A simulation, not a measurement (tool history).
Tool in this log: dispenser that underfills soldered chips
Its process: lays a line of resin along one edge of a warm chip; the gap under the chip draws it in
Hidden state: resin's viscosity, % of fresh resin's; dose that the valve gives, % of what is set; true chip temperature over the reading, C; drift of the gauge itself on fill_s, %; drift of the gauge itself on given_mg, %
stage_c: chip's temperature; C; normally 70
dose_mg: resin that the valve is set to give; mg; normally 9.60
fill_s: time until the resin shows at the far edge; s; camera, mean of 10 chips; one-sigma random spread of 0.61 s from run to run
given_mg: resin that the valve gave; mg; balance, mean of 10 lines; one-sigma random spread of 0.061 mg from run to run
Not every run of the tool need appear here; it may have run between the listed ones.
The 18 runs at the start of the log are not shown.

run	hour	stage_c	dose_mg	hours of work since the syringe was changed	hours of work since the valve was cleaned	hours of work since the stage was calibrated	fill_s	given_mg
19	136.3	72	12.37	7	29	342	83.3	12.06
20	141.9	61	10.47	10	33	345	154.1	10.18
# hour 143.7: new syringe of resin
21	151.8	57	12.03	5	39	351	125.1	11.48
22	161.0	69	10.34	11	44	357	122.8	9.94
# hour 162.0: new syringe of resin
23	168.2	69	10.34	4	49	361	77.8	9.90
24	175.7	56	10.34	8	53	366	165.7	9.80
# hour 179.9: new syringe of resin
25	181.9	56	10.34	1	57	369	102.0	9.83
26	188.1	56	10.34	5	61	373	135.2	9.80
# hour 193.2: dispensing valve cleaned and set on the balance
27	197.6	69	9.55	10	3	378	122.0	9.49
# hour 199.2: new syringe of resin
28	204.7	75	10.84	3	7	382	62.0	10.66
29	212.2	62	8.91	8	11	387	135.0	8.79
# hour 217.8: new syringe of resin
30	220.3	62	8.91	2	16	392	84.1	8.76
31	231.3	81	10.78	8	23	399	71.7	10.50
# hour 236.5: new syringe of resin
32	236.5	81	10.78	0	26	402	40.4	10.45
33	244.3	70	10.32	5	31	406	80.8	10.08
# hour 254.7: new syringe of resin
34	255.6	57	12.34	1	38	413	91.4	11.81
35	263.5	57	12.34	5	43	418	130.5	11.88

Consider 5 possible next runs. They are alternatives, not a sequence: every one starts from the tool as it was left by run 35. What does each give?
# hour 273.3: new syringe of resin
A	273.6	57	12.34	0	49	424	?	?
# hour 273.3: new syringe of resin
B	273.6	60	12.47	0	49	424	?	?
# hour 273.3: new syringe of resin
C	273.6	61	12.34	0	49	424	?	?
# hour 273.3: new syringe of resin
D	273.6	70	9.28	0	49	424	?	?
# hour 273.3: new syringe of resin
E	273.6	57	10.92	0	49	424	?	?

run	fill_s	given_mg
A	86.9	11.75
B	78.7	12.04
C	78.2	11.86
D	57.7	8.98
E	90.5	10.52
Without the tool's unlogged condition, the same runs would have read:
run	fill_s	given_mg
A	79.1	12.27
B	71.7	12.57
C	71.4	12.39
D	52.6	9.38
E	82.3	10.99
